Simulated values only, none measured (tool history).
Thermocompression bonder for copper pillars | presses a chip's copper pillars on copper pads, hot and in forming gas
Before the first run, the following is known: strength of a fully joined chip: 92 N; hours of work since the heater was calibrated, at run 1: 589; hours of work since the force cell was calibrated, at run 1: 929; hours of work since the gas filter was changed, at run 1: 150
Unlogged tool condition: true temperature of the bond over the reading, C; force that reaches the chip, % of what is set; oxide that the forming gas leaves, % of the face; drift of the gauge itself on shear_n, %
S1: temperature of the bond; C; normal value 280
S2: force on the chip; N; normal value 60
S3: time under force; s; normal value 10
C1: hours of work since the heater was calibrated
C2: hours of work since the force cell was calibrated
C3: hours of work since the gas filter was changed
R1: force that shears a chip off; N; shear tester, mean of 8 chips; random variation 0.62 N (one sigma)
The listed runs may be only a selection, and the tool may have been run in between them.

run 1 hour=0 | S1=280 S2=60 S3=10 | C1=589 C2=929 C3=150 | R1=35.4
run 2 hour=16.2 | S1=280 S2=60 S3=10 | C1=596 C2=936 C3=157 | R1=34.6
run 3 hour=36 | S1=280 S2=60 S3=10 | C1=605 C2=945 C3=166 | R1=35.4
run 4 hour=67.4 | S1=280 S2=60 S3=10 | C1=619 C2=959 C3=180 | R1=34.6
run 5 hour=85.2 | S1=280 S2=60 S3=21 | C1=627 C2=967 C3=188 | R1=45.4
run 6 hour=113.7 | S1=280 S2=60 S3=21 | C1=640 C2=980 C3=201 | R1=44.9
run 7 hour=151.4 | S1=280 S2=60 S3=21 | C1=657 C2=997 C3=218 | R1=44.7
run 8 hour=170.6 | S1=280 S2=60 S3=21 | C1=666 C2=1006 C3=226 | R1=44.5
run 9 hour=198.5 | S1=280 S2=60 S3=21 | C1=678 C2=1018 C3=239 | R1=45.4
run 10 hour=216.4 | S1=280 S2=60 S3=21 | C1=686 C2=1027 C3=247 | R1=45.5
run 11 hour=246.7 | S1=280 S2=60 S3=21 | C1=700 C2=1040 C3=261 | R1=45.6
run 12 hour=275.2 | S1=280 S2=60 S3=21 | C1=713 C2=1053 C3=274 | R1=43.9
-- hour=279.9 force cell calibrated
run 13 hour=298.2 | S1=280 S2=83 S3=10 | C1=723 C2=8 C3=283 | R1=41.3
run 14 hour=332.7 | S1=298 S2=63 S3=6 | C1=738 C2=24 C3=299 | R1=35.4
run 15 hour=350.1 | S1=303 S2=38 S3=10 | C1=746 C2=32 C3=307 | R1=33.2
-- hour=354.4 heater calibrated with a thermocouple chip
run 16 hour=389.1 | S1=303 S2=54 S3=9 | C1=16 C2=48 C3=323 | R1=40.8
run 17 hour=410.9 | S1=287 S2=62 S3=14 | C1=25 C2=58 C3=333 | R1=41
run 18 hour=434.7 | S1=280 S2=37 S3=9 | C1=36 C2=69 C3=344 | R1=20.8
run 19 hour=462.1 | S1=273 S2=52 S3=30 | C1=48 C2=81 C3=356 | R1=38.1
-- hour=464.6 forming gas filter changed
run 20 hour=482.4 | S1=298 S2=73 S3=19 | C1=57 C2=90 C3=8 | R1=58.8
-- hour=500 heater calibrated with a thermocouple chip, once more
run 21 hour=509.5 | S1=299 S2=65 S3=10 | C1=4 C2=101 C3=19 | R1=50.3
run 22 hour=528.4 | S1=281 S2=63 S3=8 | C1=13 C2=110 C3=28 | R1=35.8
run 23 hour=561.3 | S1=281 S2=63 S3=8 | C1=28 C2=125 C3=43 | R1=34.5
run 24 hour=589 | S1=281 S2=71 S3=8 | C1=40 C2=137 C3=55 | R1=37.9
run 25 hour=608.2 | S1=306 S2=40 S3=10 | C1=49 C2=146 C3=64 | R1=40.1

Below are 4 alternative next runs, each starting from the tool's condition after run 25. Predict each:
run A hour=628.2 | S1=276 S2=44 S3=21 | C1=58 C2=155 C3=73 | R1=?
run B hour=628.2 | S1=280 S2=60 S3=5 | C1=58 C2=155 C3=73 | R1=?
run C hour=628.2 | S1=250 S2=52 S3=8 | C1=58 C2=155 C3=73 | R1=?
run D hour=628.2 | S1=280 S2=40 S3=10 | C1=58 C2=155 C3=73 | R1=?

run=A R1=35.9
run=B R1=27.7
run=C R1=16.7
run=D R1=26
Take away the tool's hidden state, keep each run's random variation, and the runs would have read:
run=A R1=36.4
run=B R1=28
run=C R1=16.9
run=D R1=26.3

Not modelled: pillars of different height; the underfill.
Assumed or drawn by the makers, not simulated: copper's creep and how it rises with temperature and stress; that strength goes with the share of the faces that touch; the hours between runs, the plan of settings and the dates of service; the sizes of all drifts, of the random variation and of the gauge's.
